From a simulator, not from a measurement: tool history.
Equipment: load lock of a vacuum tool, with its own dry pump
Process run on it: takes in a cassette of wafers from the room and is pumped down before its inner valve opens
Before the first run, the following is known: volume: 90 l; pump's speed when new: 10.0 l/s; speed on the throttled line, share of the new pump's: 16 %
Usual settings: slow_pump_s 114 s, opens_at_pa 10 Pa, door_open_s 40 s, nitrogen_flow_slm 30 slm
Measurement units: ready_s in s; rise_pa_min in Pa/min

run,day,slow_pump_s,opens_at_pa,door_open_s,nitrogen_flow_slm,"incoming humidity of the room's air, %",ready_s,rise_pa_min
1,0.000,114,10,40,30,43.2,179.7,0.012
2,15.629,114,10,40,30,47.8,179.0,0.015
3,38.683,114,10,40,30,47.5,180.7,0.019
4,57.129,114,11,40,30,41.3,177.2,0.019
5,72.608,114,11,40,30,45.7,179.2,0.014
6,91.729,114,11,40,30,44.7,179.7,0.015
7,107.304,114,11,40,30,44.2,178.4,0.022
8,127.008,114,11,40,30,44.9,178.5,0.013
9,148.725,114,11,40,30,47.1,179.1,0.015
10,164.342,114,9,40,11,44.4,181.1,0.023
11,186.512,114,12,40,11,43.8,177.5,0.017
12,196.579,114,12,40,11,44.8,178.2,0.026
13,212.058,114,12,40,11,46.9,176.6,0.019
14,222.979,114,12,40,11,43.6,178.6,0.025
15,239.062,76,14,28,13,44.0,144.7,0.015
16,258.742,76,14,28,33,45.6,144.8,0.017

Missing from the log above: 1 entry noted between runs. For each, name the pair of listed runs it sits between and say how the tool's hidden condition differs from the listed run just before to the listed run just after:
After run 5, before run 6: door's seal changed, seat wiped (day 81.679)
  leak at the door's seal, Pa l/s: 0.0041 -> 0.002
